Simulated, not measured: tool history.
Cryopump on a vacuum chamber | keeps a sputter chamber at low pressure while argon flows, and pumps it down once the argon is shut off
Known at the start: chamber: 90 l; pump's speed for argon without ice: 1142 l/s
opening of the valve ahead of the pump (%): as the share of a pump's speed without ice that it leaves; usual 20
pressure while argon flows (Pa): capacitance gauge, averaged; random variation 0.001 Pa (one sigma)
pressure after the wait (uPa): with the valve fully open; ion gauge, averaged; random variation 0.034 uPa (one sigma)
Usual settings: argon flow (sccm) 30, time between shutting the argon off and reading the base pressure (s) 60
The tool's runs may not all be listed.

run,hour,argon flow (sccm),time between shutting the argon off and reading the base pressure (s),opening of the valve ahead of the pump (%),pressure while argon flows (Pa),pressure after the wait (uPa)
1,0,30,60,20,0.2279,1.97
2,33.2,60,60,20,0.4569,2.01
3,72.6,30,188,20,0.2321,0.95
4,104.3,30,60,20,0.2328,2.1
5,153.1,30,60,20,0.2343,2.08
# hour 203.4: pump warmed up, emptied and cooled again
6,211.1,30,60,20,0.2218,2.01
7,260.7,30,60,18,0.2498,2.11
8,321.5,30,60,20,0.2278,2.11
9,389.1,30,60,20,0.2293,2.23
10,460.6,30,21,20,0.2311,5.27
11,510.4,30,21,20,0.2355,5.05
12,539.8,30,21,20,0.2353,5.23
# hour 593.2: pump warmed up, emptied and cooled again
13,593.6,30,21,20,0.2248,5.08
14,636.4,30,21,20,0.2238,5.2
15,687.5,30,21,20,0.227,5.19
16,748.4,30,197,20,0.227,1.27
17,782.6,13,60,20,0.0995,2.39

Run 18 comes next. What will it give?
18,823.1,13,60,20,?,?

pressure while argon flows (Pa): 0.1006
pressure after the wait (uPa): 2.4
Without the tool's hidden state the same run would have given pressure while argon flows (Pa) 0.0967, pressure after the wait (uPa) 1.82.
